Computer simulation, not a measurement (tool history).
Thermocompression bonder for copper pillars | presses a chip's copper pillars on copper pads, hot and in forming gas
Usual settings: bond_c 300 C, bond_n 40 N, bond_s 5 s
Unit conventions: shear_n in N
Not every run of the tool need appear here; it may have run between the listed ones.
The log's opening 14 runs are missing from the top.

run	day	bond_c	bond_n	bond_s	hours of work since the heater was calibrated	hours of work since the force cell was calibrated	hours of work since the gas filter was changed	shear_n
15	18.992	300	40	5	477	255	197	93.6
16	20.483	300	40	5	494	272	214	95.0
# day 20.908: forming gas filter changed
17	22.112	327	40	5	512	290	14	113.3
18	23.329	290	40	5	526	304	28	87.7
19	24.504	290	40	5	539	317	41	87.3
20	25.750	290	27	4	553	331	55	67.2
21	27.362	300	36	11	572	350	73	111.5
22	29.321	300	44	9	594	372	96	111.2
23	30.833	278	35	9	611	389	113	85.0
24	32.729	278	35	9	633	411	135	84.5
25	34.121	284	44	12	649	427	150	105.9
26	35.338	330	33	12	663	440	164	125.8
27	37.017	330	33	12	682	460	183	120.5
28	38.308	283	57	3	696	474	198	79.7
29	39.262	294	54	7	707	485	209	107.5
# day 40.108: forming gas filter changed
30	41.033	282	46	5	727	505	10	83.7
31	42.642	282	46	5	746	523	29	83.2
32	44.179	282	46	5	763	541	46	85.3
33	45.071	302	34	10	773	551	56	105.1
34	46.775	324	39	5	793	570	76	112.1
35	48.738	304	34	14	815	593	98	113.8

Branching from run 35: 3 alternative next runs. What would each branch give?
A	50.004	313	51	3	829	607	113	?
B	50.004	273	37	5	829	607	113	?
C	50.004	278	58	6	829	607	113	?

run	shear_n
A	101.7
B	68.3
C	93.1
What these runs would have given with no unlogged condition in the tool:
run	shear_n
A	101.9
B	68.3
C	93.2

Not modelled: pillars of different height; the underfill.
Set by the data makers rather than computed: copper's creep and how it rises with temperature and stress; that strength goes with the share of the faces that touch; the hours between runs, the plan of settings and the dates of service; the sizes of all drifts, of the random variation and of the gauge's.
